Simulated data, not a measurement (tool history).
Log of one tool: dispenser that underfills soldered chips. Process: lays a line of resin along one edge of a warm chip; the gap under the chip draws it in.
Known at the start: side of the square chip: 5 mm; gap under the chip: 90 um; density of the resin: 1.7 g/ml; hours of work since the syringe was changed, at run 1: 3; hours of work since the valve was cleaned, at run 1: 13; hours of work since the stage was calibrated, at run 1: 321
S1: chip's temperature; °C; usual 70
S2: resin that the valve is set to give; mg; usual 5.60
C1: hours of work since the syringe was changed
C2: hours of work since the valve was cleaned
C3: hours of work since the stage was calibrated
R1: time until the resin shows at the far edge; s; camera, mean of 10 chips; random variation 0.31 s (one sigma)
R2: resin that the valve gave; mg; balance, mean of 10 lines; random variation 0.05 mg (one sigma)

run,hour,S1,S2,C1,C2,C3,R1,R2
1,0.0,70,5.60,3,13,321,9.5,5.48
# hour 3.7: new syringe of resin
2,6.0,70,5.60,2,17,326,7.9,5.51
# hour 11.5: new syringe of resin
3,13.1,70,5.60,1,22,331,8.1,5.49
# hour 18.7: new syringe of resin
4,21.8,74,5.60,2,29,337,7.7,5.46
# hour 26.0: new syringe of resin
5,29.5,74,5.60,3,34,343,7.6,5.38
# hour 33.5: new syringe of resin
6,38.2,74,5.60,3,41,349,8.1,5.48
# hour 40.8: new syringe of resin
7,46.0,74,5.60,4,46,355,8.5,5.33
# hour 48.4: new syringe of resin
8,53.1,74,5.60,4,51,360,8.9,5.35
# hour 56.1: new syringe of resin
# hour 63.3: new syringe of resin
9,64.5,74,5.60,1,59,368,7.5,5.43
10,69.4,74,5.60,5,63,371,8.8,5.33
# hour 70.7: new syringe of resin
# hour 78.7: new syringe of resin
11,79.6,74,5.60,1,70,379,6.8,5.36
# hour 86.0: new syringe of resin
12,86.6,75,5.60,0,75,384,6.5,5.30
# hour 93.6: new syringe of resin
13,96.8,75,5.60,2,83,391,7.9,5.23
# hour 98.3: dispensing valve cleaned and set on the balance
# hour 102.1: new syringe of resin
14,107.5,70,5.46,4,7,398,9.6,5.48
# hour 109.4: new syringe of resin
# hour 116.9: new syringe of resin
15,119.4,70,5.46,2,15,407,8.2,5.42
# hour 124.8: new syringe of resin
16,128.6,70,5.46,3,22,413,8.9,5.39
# hour 132.8: new syringe of resin
17,138.1,73,5.60,4,29,420,8.9,5.51
# hour 140.3: new syringe of resin
# hour 147.7: new syringe of resin
18,148.2,61,5.28,0,36,427,10.0,5.06
# hour 155.0: new syringe of resin
19,157.4,61,5.28,2,43,434,11.6,5.21
# hour 162.1: new syringe of resin
20,166.7,56,7.27,3,49,441,13.9,7.01
# hour 169.2: new syringe of resin
# hour 172.1: stage's temperature calibrated
21,174.0,63,6.57,3,54,1,11.6,6.41
# hour 177.8: new syringe of resin
# hour 185.7: new syringe of resin
22,185.8,63,6.57,0,62,10,9.7,6.36
# hour 193.0: new syringe of resin
23,197.1,78,5.60,3,70,18,7.7,5.39
# hour 200.8: new syringe of resin
24,202.4,66,7.03,1,74,22,9.5,6.66
# hour 208.5: new syringe of resin
25,208.5,66,5.62,0,79,26,9.2,5.37
# hour 215.7: dispensing valve cleaned and set on the balance
# hour 216.9: new syringe of resin
26,217.3,74,6.63,0,1,32,7.5,6.56
# hour 224.4: new syringe of resin
27,228.3,58,5.50,3,9,40,14.3,5.37
# hour 231.8: new syringe of resin
# hour 239.1: new syringe of resin
28,239.1,82,6.54,0,17,48,5.4,6.49
# hour 246.5: new syringe of resin
29,250.2,82,6.54,3,25,56,6.7,6.44
# hour 253.6: new syringe of resin
# hour 261.1: new syringe of resin
30,261.7,82,6.54,0,33,64,5.8,6.37
# hour 268.6: new syringe of resin
31,270.3,82,6.54,1,39,70,6.1,6.35
# hour 276.0: new syringe of resin
32,280.9,63,7.05,4,47,78,11.3,6.74
# hour 283.4: new syringe of resin
# hour 290.7: new syringe of resin
33,292.1,63,7.05,1,55,86,10.7,6.71
# hour 298.3: new syringe of resin
34,301.7,78,5.83,2,62,93,7.1,5.53

Hidden state or all else? Some run-to-run changes of R1, split into what the settings, what came in and random variation would give without the hidden state, and what is left for the hidden state (with any gauge scatter that isn't in both results):
The hidden state here: resin's viscosity, % of fresh resin's; dose that the valve gives, % of what is set; true chip temperature over the reading, C; drift of the gauge itself on fill_s, %; drift of the gauge itself on given_mg, %.
Run 10 -> 11: new syringe of resin, new syringe of resin. R1 -2.0 s: hidden state -2.1, all else +0.1.
Run 21 -> 22: new syringe of resin, new syringe of resin. R1 -1.9 s: hidden state -2.1, all else +0.2.
Run 26 -> 27: S1 74 -> 58, S2 6.63 -> 5.50, new syringe of resin. R1 +6.8 s: hidden state +2.1, all else +4.7.
Run 27 -> 28: S1 58 -> 82, S2 5.50 -> 6.54, new syringe of resin, new syringe of resin. R1 -8.9 s: hidden state -2.4, all else -6.5.
Run 31 -> 32: S1 82 -> 63, S2 6.54 -> 7.05, new syringe of resin. R1 +5.2 s: hidden state +1.9, all else +3.3.
